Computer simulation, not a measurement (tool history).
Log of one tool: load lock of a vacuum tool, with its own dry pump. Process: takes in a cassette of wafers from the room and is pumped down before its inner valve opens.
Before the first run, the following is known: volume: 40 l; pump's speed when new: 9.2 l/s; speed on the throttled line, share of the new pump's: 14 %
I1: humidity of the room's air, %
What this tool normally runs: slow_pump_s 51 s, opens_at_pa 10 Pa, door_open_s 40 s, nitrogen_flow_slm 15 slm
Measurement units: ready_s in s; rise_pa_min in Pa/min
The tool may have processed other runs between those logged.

Run 1, day 0.000: usual settings; I1 45.9. Result: ready_s 88.4 s, rise_pa_min 0.022 Pa/min.
Run 2, day 15.838: usual settings but door_open_s 237 s; I1 46.5. Result: ready_s 89.2 s, rise_pa_min 0.047 Pa/min.
Run 3, day 28.083: usual settings but door_open_s 237 s; I1 44.9. Result: ready_s 88.8 s, rise_pa_min 0.049 Pa/min.
Run 4, day 37.879: usual settings but door_open_s 237 s; I1 47.9. Result: ready_s 89.7 s, rise_pa_min 0.062 Pa/min.
Run 5, day 51.567: usual settings but door_open_s 48 s; I1 46.7. Result: ready_s 89.6 s, rise_pa_min 0.038 Pa/min.
Run 6, day 60.838: usual settings but slow_pump_s 36 s; I1 40.6. Result: ready_s 76.2 s, rise_pa_min 0.031 Pa/min.
Run 7, day 75.362: usual settings but slow_pump_s 39 s; I1 48.3. Result: ready_s 80.1 s, rise_pa_min 0.041 Pa/min.
Run 8, day 84.862: usual settings but slow_pump_s 39 s; I1 48.3. Result: ready_s 79.3 s, rise_pa_min 0.038 Pa/min.
Run 9, day 101.342: usual settings but slow_pump_s 39 s; I1 42.5. Result: ready_s 79.3 s, rise_pa_min 0.039 Pa/min.
Run 10, day 117.379: usual settings but slow_pump_s 39 s; I1 45.6. Result: ready_s 80.4 s, rise_pa_min 0.047 Pa/min.
Run 11, day 126.221: usual settings but slow_pump_s 39 s; I1 46.4. Result: ready_s 79.6 s, rise_pa_min 0.053 Pa/min.
Run 12, day 139.896: usual settings but nitrogen_flow_slm 12 slm; I1 45.1. Result: ready_s 89.6 s, rise_pa_min 0.056 Pa/min.
Run 13, day 149.429: usual settings but nitrogen_flow_slm 12 slm; I1 40.6. Result: ready_s 89.7 s, rise_pa_min 0.055 Pa/min.
Run 14, day 163.108: usual settings but nitrogen_flow_slm 12 slm; I1 46.3. Result: ready_s 91.1 s, rise_pa_min 0.068 Pa/min.
Run 15, day 173.258: usual settings but nitrogen_flow_slm 12 slm; I1 46.8. Result: ready_s 90.8 s, rise_pa_min 0.073 Pa/min.
Run 16, day 183.933: usual settings but nitrogen_flow_slm 12 slm; I1 45.4. Result: ready_s 89.6 s, rise_pa_min 0.073 Pa/min.
Run 17, day 194.683: usual settings but nitrogen_flow_slm 12 slm; I1 46.5. Result: ready_s 91.9 s, rise_pa_min 0.071 Pa/min.
Run 18, day 205.579: usual settings but opens_at_pa 8 Pa, nitrogen_flow_slm 12 slm; I1 45.8. Result: ready_s 92.6 s, rise_pa_min 0.079 Pa/min.
Run 19, day 221.650: usual settings but slow_pump_s 95 s; I1 45.1. Result: ready_s 128.5 s, rise_pa_min 0.081 Pa/min.
Run 20, day 233.471: usual settings but opens_at_pa 16 Pa, nitrogen_flow_slm 10 slm; I1 49.0. Result: ready_s 89.4 s, rise_pa_min 0.091 Pa/min.
Run 21, day 244.346: usual settings but opens_at_pa 16 Pa, nitrogen_flow_slm 10 slm; I1 47.8. Result: ready_s 88.8 s, rise_pa_min 0.091 Pa/min.
Run 22, day 252.596: usual settings but slow_pump_s 29 s, opens_at_pa 11 Pa, door_open_s 45 s, nitrogen_flow_slm 11 slm; I1 44.6. Result: ready_s 72.6 s, rise_pa_min 0.096 Pa/min.
Run 23, day 260.208: usual settings but slow_pump_s 29 s, opens_at_pa 11 Pa, door_open_s 45 s, nitrogen_flow_slm 11 slm; I1 45.1. Result: ready_s 72.6 s, rise_pa_min 0.102 Pa/min.
Run 24, day 273.638: usual settings but slow_pump_s 93 s, door_open_s 45 s, nitrogen_flow_slm 11 slm; I1 45.9. Result: ready_s 126.7 s, rise_pa_min 0.102 Pa/min.
At day 280.900: dry pump taken out, an overhauled one fitted.
Run 25, day 288.862: usual settings but slow_pump_s 93 s, door_open_s 45 s, nitrogen_flow_slm 11 slm; I1 42.3. Result: ready_s 121.1 s, rise_pa_min 0.110 Pa/min.
Run 26, day 298.475: usual settings but opens_at_pa 9 Pa, door_open_s 41 s; I1 42.1. Result: ready_s 87.2 s, rise_pa_min 0.105 Pa/min.
Run 27, day 309.967: usual settings but slow_pump_s 85 s, opens_at_pa 9 Pa, door_open_s 54 s, nitrogen_flow_slm 4 slm; I1 42.9. Result: ready_s 115.2 s, rise_pa_min 0.129 Pa/min.
Run 28, day 319.750: usual settings but slow_pump_s 41 s, opens_at_pa 15 Pa, door_open_s 54 s, nitrogen_flow_slm 42 slm; I1 46.3. Result: ready_s 75.1 s, rise_pa_min 0.108 Pa/min.
Run 29, day 327.250: usual settings but slow_pump_s 41 s, opens_at_pa 15 Pa, door_open_s 54 s, nitrogen_flow_slm 42 slm; I1 45.7. Result: ready_s 75.0 s, rise_pa_min 0.115 Pa/min.
Run 30, day 343.100: usual settings but slow_pump_s 41 s, opens_at_pa 15 Pa, door_open_s 54 s, nitrogen_flow_slm 42 slm; I1 44.9. Result: ready_s 75.8 s, rise_pa_min 0.121 Pa/min.
Run 31, day 359.733: usual settings but slow_pump_s 41 s, opens_at_pa 12 Pa, door_open_s 54 s, nitrogen_flow_slm 42 slm; I1 45.8. Result: ready_s 76.8 s, rise_pa_min 0.133 Pa/min.
Run 32, day 368.767: usual settings but slow_pump_s 41 s, opens_at_pa 12 Pa, door_open_s 54 s, nitrogen_flow_slm 42 slm; I1 42.9. Result: ready_s 77.0 s, rise_pa_min 0.133 Pa/min.
Run 33, day 382.429: usual settings but slow_pump_s 32 s, opens_at_pa 12 Pa, door_open_s 65 s, nitrogen_flow_slm 9 slm; I1 44.9. Result: ready_s 70.1 s, rise_pa_min 0.157 Pa/min.
Run 34, day 391.371: usual settings but slow_pump_s 70 s, opens_at_pa 8 Pa, door_open_s 65 s, nitrogen_flow_slm 9 slm; I1 40.3. Result: ready_s 103.0 s, rise_pa_min 0.158 Pa/min.
Run 35, day 403.612: usual settings but slow_pump_s 70 s, opens_at_pa 18 Pa, nitrogen_flow_slm 20 slm; I1 47.4. Result: ready_s 99.1 s, rise_pa_min 0.153 Pa/min.

Below are 4 alternative next runs, each starting from the tool's condition after run 35. Predict each:
Run A, day 418.825: usual settings but slow_pump_s 70 s, opens_at_pa 18 Pa, door_open_s 54 s, nitrogen_flow_slm 20 slm; I1 45.3. Result: ready_s ?, rise_pa_min ?.
Run B, day 418.825: usual settings but slow_pump_s 28 s, opens_at_pa 7 Pa, door_open_s 26 s; I1 43.3. Result: ready_s ?, rise_pa_min ?.
Run C, day 418.825: usual settings but slow_pump_s 71 s, door_open_s 164 s; I1 45.1. Result: ready_s ?, rise_pa_min ?.
Run D, day 418.825: usual settings but slow_pump_s 70 s, opens_at_pa 18 Pa, nitrogen_flow_slm 7 slm; I1 43.3. Result: ready_s ?, rise_pa_min ?.

run  ready_s  rise_pa_min
  A     99.7        0.163
  B     69.8        0.165
  C    103.5        0.185
  D     99.3        0.166
With the hidden condition removed and each run's random variation left untouched, the same runs would have given:
run  ready_s  rise_pa_min
  A     97.7        0.019
  B     67.0        0.020
  C    101.3        0.039
  D     97.3        0.023
